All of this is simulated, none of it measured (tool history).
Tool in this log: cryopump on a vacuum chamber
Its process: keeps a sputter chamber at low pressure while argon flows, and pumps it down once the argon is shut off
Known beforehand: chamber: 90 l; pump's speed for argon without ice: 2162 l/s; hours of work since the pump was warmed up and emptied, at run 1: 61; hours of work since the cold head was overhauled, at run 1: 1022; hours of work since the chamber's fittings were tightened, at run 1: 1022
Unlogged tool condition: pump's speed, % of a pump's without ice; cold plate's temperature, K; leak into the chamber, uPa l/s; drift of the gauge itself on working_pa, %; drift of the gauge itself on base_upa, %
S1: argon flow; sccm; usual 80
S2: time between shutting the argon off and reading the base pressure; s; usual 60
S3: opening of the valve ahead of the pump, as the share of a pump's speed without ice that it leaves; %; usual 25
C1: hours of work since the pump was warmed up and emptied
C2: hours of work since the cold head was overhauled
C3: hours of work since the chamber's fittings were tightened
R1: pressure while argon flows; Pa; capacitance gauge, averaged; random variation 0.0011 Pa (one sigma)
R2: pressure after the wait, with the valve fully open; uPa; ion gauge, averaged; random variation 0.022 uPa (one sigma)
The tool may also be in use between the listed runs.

{"run": 1, "hour": 0.0, "S1": 80, "S2": 60, "S3": 25, "C1": 61, "C2": 1022, "C3": 1022, "R1": 0.2487, "R2": 1.32}
{"run": 2, "hour": 67.9, "S1": 80, "S2": 60, "S3": 25, "C1": 94, "C2": 1055, "C3": 1055, "R1": 0.254, "R2": 1.3}
{"run": 3, "hour": 150.1, "S1": 80, "S2": 60, "S3": 25, "C1": 134, "C2": 1095, "C3": 1095, "R1": 0.2538, "R2": 1.36}
{"run": 4, "hour": 233.1, "S1": 80, "S2": 60, "S3": 25, "C1": 174, "C2": 1135, "C3": 1135, "R1": 0.2525, "R2": 1.42}
{"run": 5, "hour": 320.1, "S1": 80, "S2": 60, "S3": 25, "C1": 216, "C2": 1177, "C3": 1177, "R1": 0.2548, "R2": 1.39}
{"run": 6, "hour": 374.8, "S1": 101, "S2": 60, "S3": 25, "C1": 243, "C2": 1203, "C3": 1203, "R1": 0.321, "R2": 1.5}
{"run": 7, "hour": 453.3, "S1": 101, "S2": 60, "S3": 25, "C1": 281, "C2": 1241, "C3": 1241, "R1": 0.3208, "R2": 1.5}
{"run": 8, "hour": 531.4, "S1": 101, "S2": 60, "S3": 25, "C1": 319, "C2": 1279, "C3": 1279, "R1": 0.3237, "R2": 1.52}
{"run": 9, "hour": 609.9, "S1": 80, "S2": 60, "S3": 25, "C1": 357, "C2": 1317, "C3": 1317, "R1": 0.2574, "R2": 1.55}
{"run": 10, "hour": 694.9, "S1": 80, "S2": 60, "S3": 25, "C1": 398, "C2": 1358, "C3": 1358, "R1": 0.2584, "R2": 1.58}
{"run": 11, "hour": 762.7, "S1": 80, "S2": 60, "S3": 55, "C1": 431, "C2": 1391, "C3": 1391, "R1": 0.1227, "R2": 1.63}
{"hour": 808.4, "done": "pump warmed up, emptied and cooled again"}
{"run": 12, "hour": 818.0, "S1": 80, "S2": 60, "S3": 25, "C1": 5, "C2": 1416, "C3": 1416, "R1": 0.2498, "R2": 1.53}
{"run": 13, "hour": 880.5, "S1": 80, "S2": 60, "S3": 25, "C1": 35, "C2": 1446, "C3": 1446, "R1": 0.2497, "R2": 1.54}
{"run": 14, "hour": 946.0, "S1": 152, "S2": 60, "S3": 25, "C1": 67, "C2": 1478, "C3": 1478, "R1": 0.4788, "R2": 1.6}
{"run": 15, "hour": 1023.8, "S1": 158, "S2": 60, "S3": 25, "C1": 104, "C2": 1515, "C3": 1515, "R1": 0.5015, "R2": 1.67}
{"run": 16, "hour": 1098.6, "S1": 53, "S2": 60, "S3": 15, "C1": 141, "C2": 1552, "C3": 1552, "R1": 0.2793, "R2": 1.66}
{"run": 17, "hour": 1141.5, "S1": 104, "S2": 42, "S3": 25, "C1": 161, "C2": 1572, "C3": 1572, "R1": 0.329, "R2": 1.87}
{"run": 18, "hour": 1231.0, "S1": 104, "S2": 42, "S3": 25, "C1": 205, "C2": 1616, "C3": 1616, "R1": 0.3317, "R2": 1.95}
{"run": 19, "hour": 1308.5, "S1": 104, "S2": 42, "S3": 25, "C1": 242, "C2": 1653, "C3": 1653, "R1": 0.331, "R2": 1.96}
{"run": 20, "hour": 1362.0, "S1": 56, "S2": 60, "S3": 51, "C1": 268, "C2": 1679, "C3": 1679, "R1": 0.0898, "R2": 1.82}
{"run": 21, "hour": 1432.1, "S1": 56, "S2": 60, "S3": 51, "C1": 302, "C2": 1713, "C3": 1713, "R1": 0.0908, "R2": 1.85}
{"run": 22, "hour": 1518.8, "S1": 56, "S2": 34, "S3": 51, "C1": 344, "C2": 1755, "C3": 1755, "R1": 0.092, "R2": 2.21}
{"run": 23, "hour": 1589.1, "S1": 49, "S2": 79, "S3": 16, "C1": 378, "C2": 1789, "C3": 1789, "R1": 0.244, "R2": 1.87}
{"run": 24, "hour": 1667.9, "S1": 129, "S2": 106, "S3": 25, "C1": 416, "C2": 1827, "C3": 1827, "R1": 0.421, "R2": 1.8}
{"hour": 1741.2, "done": "pump warmed up, emptied and cooled again"}
{"run": 25, "hour": 1750.9, "S1": 100, "S2": 127, "S3": 25, "C1": 5, "C2": 1865, "C3": 1865, "R1": 0.3121, "R2": 1.65}
{"run": 26, "hour": 1814.4, "S1": 100, "S2": 127, "S3": 25, "C1": 35, "C2": 1896, "C3": 1896, "R1": 0.3157, "R2": 1.62}

Run 27, settings as shown, results not yet in. Your forecast:
{"run": 27, "hour": 1902.7, "S1": 100, "S2": 127, "S3": 25, "C1": 78, "C2": 1939, "C3": 1939, "R1": "?", "R2": "?"}

{"run 27": {"R1": 0.3143, "R2": 1.77}}
Minus the tool's unlogged condition, the same run would have read R1 0.3109 Pa, R2 0.36 uPa.
